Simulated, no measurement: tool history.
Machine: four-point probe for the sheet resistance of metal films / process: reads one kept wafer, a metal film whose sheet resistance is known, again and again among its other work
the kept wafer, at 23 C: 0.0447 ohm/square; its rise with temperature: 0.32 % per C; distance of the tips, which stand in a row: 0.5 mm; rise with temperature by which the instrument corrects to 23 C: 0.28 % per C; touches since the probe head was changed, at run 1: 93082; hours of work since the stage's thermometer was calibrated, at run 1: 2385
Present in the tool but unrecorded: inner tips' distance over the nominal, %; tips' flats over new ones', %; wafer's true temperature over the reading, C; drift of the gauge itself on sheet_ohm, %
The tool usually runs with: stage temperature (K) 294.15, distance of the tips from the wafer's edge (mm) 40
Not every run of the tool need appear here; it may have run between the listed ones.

run	hour	stage temperature (K)	distance of the tips from the wafer's edge (mm)	touches since the probe head was changed	hours of work since the stage's thermometer was calibrated	sheet resistance as the instrument gives it (ohm/square)
1	0	294.15	40	93082	2385	0.044664
2	87.8	294.15	40	95564	2428	0.044666
3	180.6	294.15	40	98189	2474	0.044668
# hour 242.4: new probe head fitted
4	304	294.15	40	1744	2534	0.044664
5	422.4	294.15	40	5089	2592	0.044644
6	504.1	294.15	40	7398	2632	0.044668
7	570	294.15	40	9261	2665	0.044662
8	689.3	292.15	40	12634	2723	0.04462
# hour 758.4: stage's thermometer calibrated
9	787.8	292.15	40	15404	14	0.044633
10	869.2	300.15	40	17707	54	0.044792
11	988.4	294.15	40	21075	113	0.044666
12	1073.2	293.15	40	23473	155	0.044632
13	1136.5	293.15	40	25262	186	0.044637
14	1204.2	294.15	20	27177	219	0.044666
15	1317.7	294.15	20	30383	275	0.044673
16	1382.8	305.15	40	32224	307	0.044863
17	1498.5	305.15	4	35495	364	0.045232
18	1609.2	305.15	4	38625	418	0.045256
19	1701.2	305.15	4	41226	463	0.045252
20	1818.1	305.15	4	44531	521	0.045257
21	1926.2	298.15	40	47587	574	0.044729
22	2013.9	294.15	40	50065	617	0.044683
23	2089.2	306.15	40	52194	654	0.044883
24	2149.1	294.15	30	53887	684	0.044661
25	2267.4	294.15	30	57231	742	0.044667
26	2320.5	294.15	30	58731	768	0.044679
27	2397.9	294.15	30	60921	806	0.044664
28	2470.3	297.15	16	62967	841	0.04475
29	2593	292.15	9	66435	902	0.044695
30	2686.1	292.15	9	69067	947	0.044694
31	2773.5	292.15	56	71537	990	0.044604
32	2836.3	292.15	8	73314	1021	0.044718
33	2898.4	299.15	5	75069	1052	0.045017
34	2971	299.15	5	77120	1088	0.045012
35	3043.9	300.15	14	79181	1123	0.044793
36	3100.8	300.15	3	80790	1151	0.045431
37	3225.4	292.15	4	84313	1213	0.045
38	3342.1	292.15	4	87611	1270	0.044995
39	3443	305.15	7	90463	1319	0.045004
40	3554.8	303.15	18	93624	1374	0.04485
41	3630.7	299.15	18	95770	1412	0.044784
42	3693.9	293.15	27	97555	1443	0.04464
43	3750.9	305.15	27	99167	1471	0.044907
# hour 3777: new probe head fitted
44	3871.7	305.15	27	2676	1530	0.044885

Each row is a separate what-if for the run after 44, all from the same tool condition, not one after another. Results?
A	3987.6	291.15	45	5953	1587	?
B	3987.6	292.15	37	5953	1587	?
C	3987.6	293.15	14	5953	1587	?
D	3987.6	304.15	59	5953	1587	?

run	sheet resistance as the instrument gives it (ohm/square)
A	0.044611
B	0.044617
C	0.044661
D	0.044878
Without the tool's unlogged condition, the same runs would have read:
run	sheet resistance as the instrument gives it (ohm/square)
A	0.044611
B	0.044617
C	0.044662
D	0.044878
